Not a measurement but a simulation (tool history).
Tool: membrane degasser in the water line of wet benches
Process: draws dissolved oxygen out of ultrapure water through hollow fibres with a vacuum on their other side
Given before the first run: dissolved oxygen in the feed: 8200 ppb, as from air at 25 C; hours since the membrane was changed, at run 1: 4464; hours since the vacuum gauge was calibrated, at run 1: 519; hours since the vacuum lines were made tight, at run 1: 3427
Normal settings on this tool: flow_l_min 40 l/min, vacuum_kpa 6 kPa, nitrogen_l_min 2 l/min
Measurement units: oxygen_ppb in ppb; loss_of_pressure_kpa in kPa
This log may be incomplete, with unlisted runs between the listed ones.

run    hour  flow_l_min  vacuum_kpa  nitrogen_l_min  hours since the membrane was changed  hours since the vacuum gauge was calibrated  hours since the vacuum lines were made tight  oxygen_ppb  loss_of_pressure_kpa
  1       0          40           6               2                                  4464                                          519                                          3427       161.3                 33.47
  2    98.9          40           6               2                                  4563                                          618                                          3526       163.1                 34.15
  3   171.4          40           6            0.95                                  4636                                          690                                          3598       266.6                 33.82
  4   242.3          40           6            0.95                                  4707                                          761                                          3669       267.1                 33.99
  5   367.4          40           6            0.95                                  4832                                          886                                          3794       274.9                 34.06
  6   476.8          40           6            0.95                                  4941                                          996                                          3903       271.5                 33.69
  7     552          40           6            0.95                                  5017                                         1071                                          3979         272                 34.08
  8     674          40           6            0.95                                  5138                                         1193                                          4101       272.1                 34.15
  9     795          40        8.17               2                                  5259                                         1314                                          4222       259.4                  33.9
 10   882.1          37        4.32               2                                  5347                                         1401                                          4309        76.7                 31.75
 11   958.9          37        4.32               2                                  5423                                         1478                                          4386        75.9                 31.61
 12  1012.8          47        5.69            4.59                                  5477                                         1532                                          4439       144.4                 40.15
 13  1108.5          51       10.31            4.59                                  5573                                         1628                                          4535       298.1                 43.79
 14  1206.4          51       10.31            4.59                                  5671                                         1726                                          4633       293.4                 43.55
 15  1258.3          51       10.31            4.59                                  5723                                         1777                                          4685       292.8                  43.9

Expected results for the next run?
 16  1380.2          51       10.31            4.59                                  5845                                         1899                                          4807           ?                     ?

Logged for run 16: oxygen_ppb 294.8 ppb, loss_of_pressure_kpa 43.6 kPa.
Minus the tool's unlogged condition, the same run would have read oxygen_ppb 276.8 ppb, loss_of_pressure_kpa 42.11 kPa.

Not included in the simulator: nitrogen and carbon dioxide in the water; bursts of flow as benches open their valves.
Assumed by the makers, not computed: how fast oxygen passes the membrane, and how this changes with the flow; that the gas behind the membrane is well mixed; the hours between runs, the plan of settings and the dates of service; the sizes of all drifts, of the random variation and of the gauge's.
